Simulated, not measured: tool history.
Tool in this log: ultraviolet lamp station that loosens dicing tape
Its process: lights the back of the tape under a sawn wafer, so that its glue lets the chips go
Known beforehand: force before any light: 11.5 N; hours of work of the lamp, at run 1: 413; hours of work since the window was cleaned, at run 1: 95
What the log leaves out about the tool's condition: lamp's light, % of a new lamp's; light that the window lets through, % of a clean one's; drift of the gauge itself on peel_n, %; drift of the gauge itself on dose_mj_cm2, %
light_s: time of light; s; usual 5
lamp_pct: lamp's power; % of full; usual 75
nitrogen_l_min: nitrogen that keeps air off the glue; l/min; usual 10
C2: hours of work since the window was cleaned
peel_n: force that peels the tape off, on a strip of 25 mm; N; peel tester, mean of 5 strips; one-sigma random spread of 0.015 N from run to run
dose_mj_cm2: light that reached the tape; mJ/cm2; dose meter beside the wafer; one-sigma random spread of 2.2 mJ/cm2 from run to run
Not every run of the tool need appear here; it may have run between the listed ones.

run 1 hour=0.0 | light_s=5 lamp_pct=75 nitrogen_l_min=10 | hours_of_work_of_the_lamp=413 C2=95 | peel_n=0.718 dose_mj_cm2=188
run 2 hour=16.1 | light_s=5 lamp_pct=75 nitrogen_l_min=10 | hours_of_work_of_the_lamp=424 C2=106 | peel_n=0.725 dose_mj_cm2=188
run 3 hour=30.5 | light_s=5 lamp_pct=75 nitrogen_l_min=10 | hours_of_work_of_the_lamp=433 C2=115 | peel_n=0.708 dose_mj_cm2=187
run 4 hour=46.9 | light_s=5 lamp_pct=75 nitrogen_l_min=10 | hours_of_work_of_the_lamp=444 C2=126 | peel_n=0.712 dose_mj_cm2=188
run 5 hour=62.4 | light_s=5 lamp_pct=75 nitrogen_l_min=10 | hours_of_work_of_the_lamp=454 C2=136 | peel_n=0.726 dose_mj_cm2=186
run 6 hour=78.8 | light_s=5 lamp_pct=75 nitrogen_l_min=3 | hours_of_work_of_the_lamp=465 C2=147 | peel_n=1.912 dose_mj_cm2=188
run 7 hour=94.8 | light_s=5 lamp_pct=75 nitrogen_l_min=3 | hours_of_work_of_the_lamp=476 C2=157 | peel_n=1.852 dose_mj_cm2=184
run 8 hour=109.6 | light_s=5 lamp_pct=75 nitrogen_l_min=3 | hours_of_work_of_the_lamp=485 C2=167 | peel_n=1.856 dose_mj_cm2=186
run 9 hour=124.0 | light_s=5 lamp_pct=72 nitrogen_l_min=3 | hours_of_work_of_the_lamp=495 C2=177 | peel_n=2.075 dose_mj_cm2=178
run 10 hour=136.0 | light_s=5 lamp_pct=75 nitrogen_l_min=10 | hours_of_work_of_the_lamp=503 C2=185 | peel_n=0.713 dose_mj_cm2=191
run 11 hour=153.7 | light_s=5 lamp_pct=75 nitrogen_l_min=10 | hours_of_work_of_the_lamp=514 C2=196 | peel_n=0.721 dose_mj_cm2=185
run 12 hour=166.6 | light_s=5 lamp_pct=75 nitrogen_l_min=10 | hours_of_work_of_the_lamp=523 C2=205 | peel_n=0.726 dose_mj_cm2=184
-- hour=183.0 window cleaned of glue's vapour
run 13 hour=183.0 | light_s=5 lamp_pct=75 nitrogen_l_min=5 | hours_of_work_of_the_lamp=533 C2=0 | peel_n=1.321 dose_mj_cm2=184
run 14 hour=193.4 | light_s=5 lamp_pct=75 nitrogen_l_min=5 | hours_of_work_of_the_lamp=540 C2=7 | peel_n=1.354 dose_mj_cm2=189
run 15 hour=200.9 | light_s=5 lamp_pct=75 nitrogen_l_min=5 | hours_of_work_of_the_lamp=545 C2=12 | peel_n=1.297 dose_mj_cm2=189
run 16 hour=215.7 | light_s=5 lamp_pct=75 nitrogen_l_min=10 | hours_of_work_of_the_lamp=555 C2=21 | peel_n=0.731 dose_mj_cm2=189
run 17 hour=226.6 | light_s=5 lamp_pct=75 nitrogen_l_min=10 | hours_of_work_of_the_lamp=562 C2=29 | peel_n=0.746 dose_mj_cm2=191
run 18 hour=235.7 | light_s=5 lamp_pct=75 nitrogen_l_min=10 | hours_of_work_of_the_lamp=568 C2=35 | peel_n=0.717 dose_mj_cm2=188
run 19 hour=247.8 | light_s=3 lamp_pct=75 nitrogen_l_min=10 | hours_of_work_of_the_lamp=576 C2=43 | peel_n=1.969 dose_mj_cm2=111
run 20 hour=259.1 | light_s=3 lamp_pct=75 nitrogen_l_min=10 | hours_of_work_of_the_lamp=583 C2=50 | peel_n=1.999 dose_mj_cm2=112
run 21 hour=267.1 | light_s=3 lamp_pct=75 nitrogen_l_min=3 | hours_of_work_of_the_lamp=589 C2=55 | peel_n=3.823 dose_mj_cm2=109
run 22 hour=278.8 | light_s=3 lamp_pct=62 nitrogen_l_min=3 | hours_of_work_of_the_lamp=596 C2=63 | peel_n=4.596 dose_mj_cm2=94
run 23 hour=293.2 | light_s=3 lamp_pct=62 nitrogen_l_min=4 | hours_of_work_of_the_lamp=606 C2=72 | peel_n=4.281 dose_mj_cm2=91
run 24 hour=302.8 | light_s=3 lamp_pct=84 nitrogen_l_min=15 | hours_of_work_of_the_lamp=612 C2=79 | peel_n=1.263 dose_mj_cm2=125
run 25 hour=319.4 | light_s=5 lamp_pct=97 nitrogen_l_min=10 | hours_of_work_of_the_lamp=623 C2=90 | peel_n=0.384 dose_mj_cm2=243
run 26 hour=333.5 | light_s=5 lamp_pct=97 nitrogen_l_min=10 | hours_of_work_of_the_lamp=632 C2=99 | peel_n=0.392 dose_mj_cm2=245
run 27 hour=347.4 | light_s=5 lamp_pct=60 nitrogen_l_min=10 | hours_of_work_of_the_lamp=641 C2=108 | peel_n=1.186 dose_mj_cm2=151
run 28 hour=354.8 | light_s=5 lamp_pct=91 nitrogen_l_min=12 | hours_of_work_of_the_lamp=646 C2=113 | peel_n=0.375 dose_mj_cm2=227
run 29 hour=372.4 | light_s=4 lamp_pct=80 nitrogen_l_min=9 | hours_of_work_of_the_lamp=658 C2=125 | peel_n=1.151 dose_mj_cm2=158
run 30 hour=382.8 | light_s=4 lamp_pct=72 nitrogen_l_min=9 | hours_of_work_of_the_lamp=665 C2=131 | peel_n=1.405 dose_mj_cm2=145
run 31 hour=397.1 | light_s=3 lamp_pct=88 nitrogen_l_min=5 | hours_of_work_of_the_lamp=674 C2=141 | peel_n=2.438 dose_mj_cm2=130
run 32 hour=408.0 | light_s=6 lamp_pct=67 nitrogen_l_min=10 | hours_of_work_of_the_lamp=681 C2=148 | peel_n=0.617 dose_mj_cm2=203
run 33 hour=416.4 | light_s=7 lamp_pct=91 nitrogen_l_min=19 | hours_of_work_of_the_lamp=687 C2=153 | peel_n=0.186 dose_mj_cm2=319
run 34 hour=431.6 | light_s=3 lamp_pct=91 nitrogen_l_min=19 | hours_of_work_of_the_lamp=697 C2=163 | peel_n=0.921 dose_mj_cm2=136
run 35 hour=448.0 | light_s=6 lamp_pct=76 nitrogen_l_min=6 | hours_of_work_of_the_lamp=708 C2=174 | peel_n=0.716 dose_mj_cm2=228
run 36 hour=460.6 | light_s=2 lamp_pct=97 nitrogen_l_min=3 | hours_of_work_of_the_lamp=716 C2=183 | peel_n=4.495 dose_mj_cm2=94
run 37 hour=475.9 | light_s=2 lamp_pct=95 nitrogen_l_min=9 | hours_of_work_of_the_lamp=726 C2=193 | peel_n=2.865 dose_mj_cm2=96
run 38 hour=485.8 | light_s=5 lamp_pct=62 nitrogen_l_min=10 | hours_of_work_of_the_lamp=733 C2=199 | peel_n=1.118 dose_mj_cm2=158
run 39 hour=497.5 | light_s=5 lamp_pct=79 nitrogen_l_min=6 | hours_of_work_of_the_lamp=740 C2=207 | peel_n=0.996 dose_mj_cm2=200
-- hour=510.6 window cleaned of glue's vapour
run 40 hour=514.0 | light_s=5 lamp_pct=75 nitrogen_l_min=3 | hours_of_work_of_the_lamp=751 C2=2 | peel_n=1.901 dose_mj_cm2=186
run 41 hour=530.6 | light_s=7 lamp_pct=81 nitrogen_l_min=5 | hours_of_work_of_the_lamp=762 C2=13 | peel_n=0.530 dose_mj_cm2=281

Entry by entry between the runs, the difference in hidden state between the last listed run before and the first listed run after:
Run 12 -> run 13: window cleaned of glue's vapour (hour 183.0)
  light that the window lets through, % of a clean one's: 99.9 -> 100
Run 39 -> run 40: window cleaned of glue's vapour (hour 510.6)
  light that the window lets through, % of a clean one's: 99.9 -> 100

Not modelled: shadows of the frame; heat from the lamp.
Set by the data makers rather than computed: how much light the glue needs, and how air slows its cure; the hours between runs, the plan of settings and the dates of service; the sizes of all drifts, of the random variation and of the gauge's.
